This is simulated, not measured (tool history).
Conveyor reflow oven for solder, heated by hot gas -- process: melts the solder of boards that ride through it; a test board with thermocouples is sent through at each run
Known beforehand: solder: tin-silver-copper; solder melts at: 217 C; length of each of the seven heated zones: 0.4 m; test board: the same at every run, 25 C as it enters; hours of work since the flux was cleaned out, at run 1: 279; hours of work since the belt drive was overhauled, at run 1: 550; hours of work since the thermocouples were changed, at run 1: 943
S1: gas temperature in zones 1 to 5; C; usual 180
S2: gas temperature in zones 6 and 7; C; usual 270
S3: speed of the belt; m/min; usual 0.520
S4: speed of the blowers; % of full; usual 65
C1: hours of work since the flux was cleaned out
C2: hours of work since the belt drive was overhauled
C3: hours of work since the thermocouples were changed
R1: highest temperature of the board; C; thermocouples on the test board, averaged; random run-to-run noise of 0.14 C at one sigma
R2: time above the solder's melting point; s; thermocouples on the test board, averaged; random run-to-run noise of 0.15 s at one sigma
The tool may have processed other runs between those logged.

| run | day | S1 | S2 | S3 | S4 | C1 | C2 | C3 | R1 | R2 |
|---|---|---|---|---|---|---|---|---|---|---|
| 1 | 0.000 | 180 | 270 | 0.520 | 65 | 279 | 550 | 943 | 254.2 | 73.1 |
| 2 | 1.062 | 180 | 270 | 0.520 | 65 | 294 | 565 | 958 | 254.3 | 72.9 |
| 3 | 2.412 | 180 | 270 | 0.520 | 65 | 313 | 584 | 977 | 253.8 | 72.6 |
|  | 4.875 | flux residue cleaned out of gas plates and filters |
| 4 | 4.875 | 180 | 272 | 0.520 | 65 | 0 | 615 | 1008 | 258.9 | 77.1 |
| 5 | 6.025 | 180 | 270 | 0.520 | 81 | 16 | 631 | 1024 | 260.9 | 79.2 |
| 6 | 7.125 | 180 | 270 | 0.520 | 81 | 31 | 647 | 1040 | 260.8 | 79.4 |
| 7 | 8.267 | 180 | 270 | 0.520 | 81 | 47 | 663 | 1056 | 260.7 | 79.1 |
| 8 | 9.608 | 180 | 270 | 0.520 | 81 | 66 | 681 | 1074 | 260.6 | 79.1 |
| 9 | 11.750 | 180 | 270 | 0.520 | 81 | 96 | 711 | 1104 | 260.0 | 79.0 |
| 10 | 12.892 | 180 | 270 | 0.520 | 76 | 112 | 727 | 1120 | 259.1 | 77.8 |
| 11 | 14.562 | 180 | 270 | 0.520 | 76 | 135 | 750 | 1144 | 258.9 | 77.3 |
| 12 | 16.500 | 180 | 270 | 0.520 | 76 | 162 | 778 | 1171 | 258.7 | 77.6 |
| 13 | 17.646 | 180 | 270 | 0.520 | 76 | 178 | 794 | 1187 | 258.4 | 77.4 |
| 14 | 19.108 | 180 | 265 | 0.520 | 65 | 199 | 814 | 1207 | 251.1 | 71.0 |
| 15 | 20.492 | 182 | 270 | 0.520 | 65 | 218 | 833 | 1226 | 255.9 | 75.3 |
| 16 | 22.896 | 180 | 270 | 0.520 | 65 | 252 | 867 | 1260 | 255.1 | 73.8 |
| 17 | 24.946 | 180 | 270 | 0.520 | 68 | 280 | 895 | 1289 | 255.6 | 74.7 |
| 18 | 26.538 | 177 | 270 | 0.572 | 68 | 303 | 918 | 1311 | 251.2 | 62.4 |
|  | 27.312 | belt drive overhauled, speed set with a stopwatch |
| 19 | 27.908 | 181 | 261 | 0.537 | 77 | 319 | 8 | 1328 | 248.9 | 66.1 |
|  | 30.029 | flux residue cleaned out of gas plates and filters |
| 20 | 30.383 | 191 | 270 | 0.579 | 65 | 5 | 40 | 1359 | 256.2 | 71.1 |
| 21 | 31.458 | 186 | 259 | 0.601 | 57 | 20 | 55 | 1374 | 242.0 | 52.9 |
| 22 | 33.588 | 170 | 260 | 0.601 | 57 | 50 | 85 | 1404 | 238.4 | 42.1 |
| 23 | 35.892 | 170 | 260 | 0.601 | 57 | 82 | 117 | 1436 | 238.5 | 41.7 |
| 24 | 37.692 | 180 | 270 | 0.617 | 65 | 107 | 142 | 1461 | 250.3 | 57.0 |
|  | 37.875 | thermocouples of zones 6 and 7 changed |
| 25 | 39.062 | 180 | 270 | 0.617 | 65 | 125 | 160 | 17 | 247.2 | 54.0 |
| 26 | 40.246 | 180 | 270 | 0.617 | 65 | 142 | 177 | 33 | 247.0 | 54.1 |
| 27 | 42.271 | 180 | 261 | 0.530 | 64 | 170 | 205 | 61 | 244.3 | 61.8 |
| 28 | 43.512 | 180 | 270 | 0.582 | 65 | 187 | 222 | 79 | 248.7 | 59.4 |
| 29 | 44.708 | 169 | 270 | 0.555 | 65 | 204 | 239 | 95 | 247.9 | 57.4 |
| 30 | 46.908 | 169 | 270 | 0.555 | 65 | 235 | 270 | 126 | 247.5 | 56.9 |
| 31 | 49.154 | 169 | 270 | 0.555 | 65 | 266 | 301 | 157 | 247.2 | 56.7 |

How the hidden state differs across the entries between the runs, from the last listed run before each to the first after it:
After run 3, before run 4: flux residue cleaned out of gas plates and filters (day 4.875)
  heat that the gas passes to the board, % of a clean oven's: 88.2 -> 99.8; belt's true speed, % of the reading: 99.22 -> 99.18; true gas temperature in zones 6 and 7 over the reading, C: 2.59 -> 2.67
  measured less the result without the state, R1: -0.6 -> +2.5 C; R2: -0.7 -> +2.4 s
After run 18, before run 19: belt drive overhauled, speed set with a stopwatch (day 27.312)
  heat that the gas passes to the board, % of a clean oven's: 87.8 -> 87.2; belt's true speed, % of the reading: 98.79 -> 100.13; true gas temperature in zones 6 and 7 over the reading, C: 3.36 -> 3.4
  measured less the result without the state, R1: -0.5 -> -0.4 C; R2: -0.5 -> -1.8 s
After run 19, before run 20: flux residue cleaned out of gas plates and filters (day 30.029)
  heat that the gas passes to the board, % of a clean oven's: 87.2 -> 99.4; belt's true speed, % of the reading: 100.13 -> 100.09; true gas temperature in zones 6 and 7 over the reading, C: 3.4 -> 3.47
  measured less the result without the state, R1: -0.4 -> +2.7 C; R2: -1.8 -> +1.7 s
After run 24, before run 25: thermocouples of zones 6 and 7 changed (day 37.875)
  heat that the gas passes to the board, % of a clean oven's: 95.1 -> 94.4; belt's true speed, % of the reading: 99.96 -> 99.93; true gas temperature in zones 6 and 7 over the reading, C: 3.7 -> -0.16
  measured less the result without the state, R1: +1.5 -> -1.8 C; R2: +0.9 -> -1.9 s

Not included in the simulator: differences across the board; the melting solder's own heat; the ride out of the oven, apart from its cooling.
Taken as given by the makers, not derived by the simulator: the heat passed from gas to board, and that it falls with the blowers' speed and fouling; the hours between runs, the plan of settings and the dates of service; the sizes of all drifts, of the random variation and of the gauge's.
